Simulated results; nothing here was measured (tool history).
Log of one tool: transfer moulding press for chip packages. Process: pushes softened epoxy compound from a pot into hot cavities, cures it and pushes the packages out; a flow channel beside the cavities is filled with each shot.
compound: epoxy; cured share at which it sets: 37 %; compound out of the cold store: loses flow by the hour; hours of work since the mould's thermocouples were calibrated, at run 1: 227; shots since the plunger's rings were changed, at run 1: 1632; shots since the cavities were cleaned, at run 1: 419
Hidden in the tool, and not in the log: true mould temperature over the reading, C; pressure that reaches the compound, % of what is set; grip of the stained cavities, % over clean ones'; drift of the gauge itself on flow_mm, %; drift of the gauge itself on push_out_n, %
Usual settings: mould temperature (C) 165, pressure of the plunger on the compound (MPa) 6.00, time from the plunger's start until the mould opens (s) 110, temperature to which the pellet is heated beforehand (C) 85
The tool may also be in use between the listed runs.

run	day	mould temperature (C)	pressure of the plunger on the compound (MPa)	time from the plunger's start until the mould opens (s)	temperature to which the pellet is heated beforehand (C)	hours of work since the mould's thermocouples were calibrated	shots since the plunger's rings were changed	shots since the cavities were cleaned	incoming compound's hours out of the cold store	length that the compound runs in the flow channel (mm)	greatest force on the pins that push the packages out (N)
1	0.000	165	6.00	110	85	227	1632	419	22.5	540.6	659
2	0.604	165	5.72	110	85	236	1782	569	45.9	475.4	612
# day 0.833: cavities cleaned with cleaning compound and waxed
3	1.446	165	5.38	110	85	246	1975	153	17.2	524.3	514
4	2.188	165	5.38	110	85	257	2158	336	21.6	512.7	603
# day 3.446: cavities cleaned with cleaning compound and waxed
5	3.546	165	5.57	110	85	275	2479	25	36.7	485.8	392
# day 3.838: plunger's sealing rings changed
6	4.238	165	5.57	110	85	283	100	171	43.2	483.8	494
7	5.012	165	6.00	107	89	294	292	363	39.5	508.8	625
8	5.717	165	6.00	107	89	303	466	537	9.4	586.4	745
# day 6.096: cavities cleaned with cleaning compound and waxed
9	7.133	165	6.00	107	89	322	802	258	33.0	521.5	580

Run 10 comes next. What will it give?
10	7.796	165	6.00	107	89	331	966	422	23.2	?	?

{"run 10": {"length that the compound runs in the flow channel (mm)": 544.0, "greatest force on the pins that push the packages out (N)": 664}}
Without the tool's hidden state the same run would have given length that the compound runs in the flow channel (mm) 546.8, greatest force on the pins that push the packages out (N) 369.
